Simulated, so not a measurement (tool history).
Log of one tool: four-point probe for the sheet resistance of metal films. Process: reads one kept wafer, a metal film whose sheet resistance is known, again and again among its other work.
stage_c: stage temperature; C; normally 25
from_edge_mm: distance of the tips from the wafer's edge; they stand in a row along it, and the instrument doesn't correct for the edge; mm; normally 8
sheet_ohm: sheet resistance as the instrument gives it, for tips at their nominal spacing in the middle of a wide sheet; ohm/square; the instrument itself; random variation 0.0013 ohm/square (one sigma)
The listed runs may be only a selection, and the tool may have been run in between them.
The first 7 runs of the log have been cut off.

run,day,stage_c,from_edge_mm,sheet_ohm
8,8.279,18,8,6.682621
9,9.092,25,58,6.659549
10,10.65,25,58,6.6633
11,12.117,25,8,6.720733
12,13.188,25,8,6.721454
13,13.921,25,8,6.720777
14,15.508,25,8,6.721002
15,16.812,25,8,6.722147
16,17.625,25,8,6.723491
17,19.012,25,8,6.722664
18,19.817,18,9,6.673788
19,21.35,18,9,6.67606
20,22.792,18,9,6.679218
# day 22.883: stage's thermometer calibrated
21,24.133,26,13,6.696702
22,24.921,26,13,6.696634
23,26.083,25,8,6.725765
24,27.054,21,16,6.665795
25,28.05,32,21,6.711546

Run 26 comes next. What will it give?
# day 28.967: stage's thermometer calibrated, once more
26,29.033,33,8,?

Logged for run 26: sheet_ohm 6.773061 ohm/square.
Without the tool's hidden state the same run would have given sheet_ohm 6.775493 ohm/square.
